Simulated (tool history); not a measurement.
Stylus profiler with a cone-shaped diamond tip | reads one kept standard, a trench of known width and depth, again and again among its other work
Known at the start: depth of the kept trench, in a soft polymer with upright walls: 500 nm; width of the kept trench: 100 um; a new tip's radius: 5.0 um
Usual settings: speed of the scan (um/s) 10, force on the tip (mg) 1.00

run    hour  speed of the scan (um/s)  force on the tip (mg)  depth of the trench (nm)  width of the trench's floor (µm)
  1     0.0                        10                   1.00                    504.23                             95.04
  2    67.7                        10                   1.00                    504.25                             94.96
  3   120.5                        10                   0.97                    504.22                             95.03
  4   157.2                        10                   0.97                    504.05                             94.99
  5   207.3                         4                   0.97                    504.26                             95.02
  6   243.8                         4                   0.38                    502.91                             94.99
  7   310.7                         4                   0.38                    503.03                             94.95
  8   361.5                         4                   0.38                    503.07                             94.93
  9   413.4                        10                   0.53                    503.52                             94.92
 10   466.6                        34                   1.00                    504.62                             94.75
 11   526.5                        34                   1.00                    504.63                             94.73
      549.2  -- height scale calibrated on a step standard
 12   571.4                        10                   1.00                    502.99                             94.85
 13   638.7                        10                   0.89                    502.82                             94.82
 14   680.6                        10                   0.89                    502.78                             94.80
 15   722.2                        10                   0.61                    502.46                             94.74
 16   775.2                        12                   1.00                    503.42                             94.79
 17   837.7                        12                   1.00                    503.31                             94.70
 18   907.6                        12                   1.00                    503.35                             94.74
 19   969.0                        15                   1.00                    503.34                             94.72
 20  1007.5                        10                   1.00                    503.39                             94.72
 21  1044.1                        10                   0.37                    502.07                             94.65
 22  1096.3                        10                   1.00                    503.38                             94.68
 23  1155.1                        10                   1.00                    503.32                             94.62
 24  1209.8                        37                   1.00                    503.75                             94.50
 25  1250.0                         5                   0.94                    503.39                             94.64
 26  1279.3                         3                   1.84                    505.17                             94.60
 27  1341.4                         3                   0.43                    502.38                             94.62
 28  1389.1                         3                   0.43                    502.45                             94.61
 29  1426.1                        11                   2.89                    507.01                             94.59
 30  1463.4                        11                   2.89                    506.87                             94.56
 31  1527.2                        11                   0.91                    503.80                             94.50
 32  1581.8                        11                   0.91                    503.77                             94.48
 33  1647.3                         5                   1.04                    504.13                             94.53
 34  1716.6                         5                   1.04                    504.09                             94.49
 35  1787.8                         5                   1.19                    504.66                             94.48
 36  1860.4                         6                   0.97                    504.21                             94.46
 37  1901.9                        24                   0.95                    504.57                             94.35
 38  1967.2                        24                   0.95                    504.46                             94.34
 39  2029.3                         5                   0.65                    503.66                             94.41
 40  2098.3                         2                   0.49                    503.40                             94.42
 41  2160.5                        38                   0.38                    503.02                             94.01
 42  2216.4                        31                   1.23                    505.06                             94.17
     2240.3  -- new tip fitted, height scale calibrated
 43  2274.4                        11                   1.23                    503.24                             95.66
 44  2341.8                        10                   1.37                    503.51                             95.62
 45  2377.7                        17                   2.67                    505.77                             95.65
 46  2442.6                        17                   2.67                    505.77                             95.68
 47  2505.8                         2                   2.88                    506.22                             95.65

3 ways to go on from here, each from the tool as it stands after run 47. What would each give?
  A  2548.4                         2                   1.40                         ?                                 ?
  B  2548.4                         6                   0.77                         ?                                 ?
  C  2548.4                        13                   0.46                         ?                                 ?

run  depth of the trench (nm)  width of the trench's floor (µm)
  A                    503.69                             95.64
  B                    502.49                             95.59
  C                    501.85                             95.50
Without the tool's hidden state the same runs would have given:
run  depth of the trench (nm)  width of the trench's floor (µm)
  A                    503.65                             95.68
  B                    502.45                             95.63
  C                    501.81                             95.54
